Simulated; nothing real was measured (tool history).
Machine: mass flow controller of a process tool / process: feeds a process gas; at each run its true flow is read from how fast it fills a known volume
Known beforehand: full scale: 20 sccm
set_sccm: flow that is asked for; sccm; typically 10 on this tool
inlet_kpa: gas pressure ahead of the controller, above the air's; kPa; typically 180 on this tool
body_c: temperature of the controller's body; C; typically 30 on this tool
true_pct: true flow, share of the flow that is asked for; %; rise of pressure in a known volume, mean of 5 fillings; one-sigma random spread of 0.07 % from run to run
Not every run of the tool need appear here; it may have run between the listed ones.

run 1 hour=0 | set_sccm=10 inlet_kpa=180 body_c=30 | true_pct=98.63
run 2 hour=42.5 | set_sccm=10 inlet_kpa=182 body_c=30 | true_pct=98.73
run 3 hour=106.7 | set_sccm=10 inlet_kpa=182 body_c=30 | true_pct=98.52
run 4 hour=192.4 | set_sccm=10 inlet_kpa=182 body_c=30 | true_pct=98.57
run 5 hour=246.5 | set_sccm=10 inlet_kpa=180 body_c=30 | true_pct=98.71
run 6 hour=318.2 | set_sccm=10 inlet_kpa=180 body_c=30 | true_pct=98.54
run 7 hour=384.2 | set_sccm=10 inlet_kpa=180 body_c=30 | true_pct=98.54
run 8 hour=472.4 | set_sccm=10 inlet_kpa=180 body_c=30 | true_pct=98.45
run 9 hour=557.9 | set_sccm=10 inlet_kpa=180 body_c=30 | true_pct=98.48
run 10 hour=636.9 | set_sccm=10 inlet_kpa=180 body_c=30 | true_pct=98.57
run 11 hour=698.7 | set_sccm=10 inlet_kpa=154 body_c=30 | true_pct=98.39
run 12 hour=747.6 | set_sccm=10 inlet_kpa=180 body_c=30 | true_pct=98.52
run 13 hour=792.1 | set_sccm=10 inlet_kpa=180 body_c=30 | true_pct=98.48
run 14 hour=853.6 | set_sccm=10 inlet_kpa=180 body_c=30 | true_pct=98.44
run 15 hour=907.9 | set_sccm=10 inlet_kpa=180 body_c=30 | true_pct=98.37
run 16 hour=970.6 | set_sccm=4 inlet_kpa=180 body_c=30 | true_pct=98.34
run 17 hour=1018.4 | set_sccm=4 inlet_kpa=180 body_c=30 | true_pct=98.51
run 18 hour=1101.1 | set_sccm=10 inlet_kpa=180 body_c=30 | true_pct=98.2
run 19 hour=1177.8 | set_sccm=3 inlet_kpa=180 body_c=30 | true_pct=98.66
run 20 hour=1242.4 | set_sccm=3 inlet_kpa=180 body_c=30 | true_pct=98.7
run 21 hour=1282.1 | set_sccm=3 inlet_kpa=180 body_c=23 | true_pct=98.81
run 22 hour=1353.1 | set_sccm=10 inlet_kpa=180 body_c=30 | true_pct=98.39
run 23 hour=1436.9 | set_sccm=4 inlet_kpa=150 body_c=26 | true_pct=98.46
run 24 hour=1486.2 | set_sccm=18 inlet_kpa=170 body_c=34 | true_pct=98.94
run 25 hour=1573.2 | set_sccm=10 inlet_kpa=180 body_c=20 | true_pct=98.7
run 26 hour=1640.4 | set_sccm=19 inlet_kpa=180 body_c=30 | true_pct=99.2
run 27 hour=1689.1 | set_sccm=17 inlet_kpa=170 body_c=23 | true_pct=99.24
run 28 hour=1776.1 | set_sccm=17 inlet_kpa=170 body_c=23 | true_pct=99.28
run 29 hour=1822.1 | set_sccm=17 inlet_kpa=170 body_c=23 | true_pct=99.2
run 30 hour=1858.4 | set_sccm=17 inlet_kpa=170 body_c=36 | true_pct=98.62
run 31 hour=1907 | set_sccm=17 inlet_kpa=170 body_c=36 | true_pct=98.71

What will run 32 give?
run 32 hour=1977 | set_sccm=17 inlet_kpa=170 body_c=36 | true_pct=?

Run 32 gave true_pct 98.67 %.
On a tool with no hidden condition, and with the same random variation, this run would have come out at true_pct 99.23 %.

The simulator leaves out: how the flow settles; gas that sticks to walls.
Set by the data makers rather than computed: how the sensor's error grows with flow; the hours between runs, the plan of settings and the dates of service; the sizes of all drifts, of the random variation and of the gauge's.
